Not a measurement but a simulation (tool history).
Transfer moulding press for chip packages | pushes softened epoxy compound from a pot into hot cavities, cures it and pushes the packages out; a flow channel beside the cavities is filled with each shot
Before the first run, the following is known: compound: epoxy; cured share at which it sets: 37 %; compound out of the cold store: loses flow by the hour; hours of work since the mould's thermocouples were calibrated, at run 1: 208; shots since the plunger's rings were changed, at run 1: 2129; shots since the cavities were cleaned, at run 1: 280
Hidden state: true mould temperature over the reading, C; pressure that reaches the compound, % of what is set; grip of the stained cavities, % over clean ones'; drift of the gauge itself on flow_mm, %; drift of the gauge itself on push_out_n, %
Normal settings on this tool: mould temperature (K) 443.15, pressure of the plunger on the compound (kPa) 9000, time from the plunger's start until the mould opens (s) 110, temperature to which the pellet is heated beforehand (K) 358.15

run,day,mould temperature (K),pressure of the plunger on the compound (kPa),time from the plunger's start until the mould opens (s),temperature to which the pellet is heated beforehand (K),hours of work since the mould's thermocouples were calibrated,shots since the plunger's rings were changed,shots since the cavities were cleaned,incoming compound's hours out of the cold store,length that the compound runs in the flow channel (mm),greatest force on the pins that push the packages out (N)
1,0,443.15,9000,110,358.15,208,2129,280,32.9,923,636
# day 0.517: cavities cleaned with cleaning compound and waxed
2,0.7,443.15,9000,110,358.15,218,2315,53,21.8,972,540
3,1.158,443.15,9230,110,358.15,226,2451,189,30.9,933,606
4,1.896,443.15,9230,110,358.15,238,2667,405,47.5,875,680
# day 2.008: cavities cleaned with cleaning compound and waxed
5,2.717,447.15,9000,110,358.15,251,2889,207,35.4,887,524
# day 3.492: cavities cleaned with cleaning compound and waxed
6,3.604,443.15,9000,110,358.15,265,3132,33,10.7,1021,535
7,4.542,443.15,8370,110,358.15,281,3407,308,28,901,659
# day 4.962: cavities cleaned with cleaning compound and waxed
# day 5.35: plunger's sealing rings changed
8,5.633,443.15,8370,110,358.15,296,83,166,44.7,862,601
9,6.446,443.15,8370,110,358.15,310,322,405,20.9,965,684
# day 6.575: cavities cleaned with cleaning compound and waxed
10,7.338,443.15,8370,110,358.15,324,565,224,11,1007,659
# day 8.054: cavities cleaned with cleaning compound and waxed
11,8.075,446.15,9000,110,358.15,335,763,5,9.2,1031,447
12,8.921,439.15,9000,112,350.15,349,1012,254,20.1,1016,874
13,9.333,443.15,9000,110,358.15,356,1133,375,37.2,914,662
# day 9.533: cavities cleaned with cleaning compound and waxed
14,9.95,437.15,8500,116,354.15,365,1296,123,38.2,928,755
15,10.671,437.15,8230,134,358.15,377,1508,335,46,868,693
# day 11.004: cavities cleaned with cleaning compound and waxed
16,11.608,437.15,8230,134,358.15,392,1765,177,13.9,1016,676

Below, some changes in length that the compound runs in the flow channel (mm) between adjacent runs. For each, the amount present without the hidden state too (settings, incoming material, random variation) and the amount remaining for the hidden state with gauge scatter not shared by both compared results:
Run 7 -> 8: cavities cleaned with cleaning compound and waxed, plunger's sealing rings changed. length that the compound runs in the flow channel (mm) -39: hidden state +34, all else -73.
Run 15 -> 16: cavities cleaned with cleaning compound and waxed. length that the compound runs in the flow channel (mm) +148: hidden state -3, all else +151.
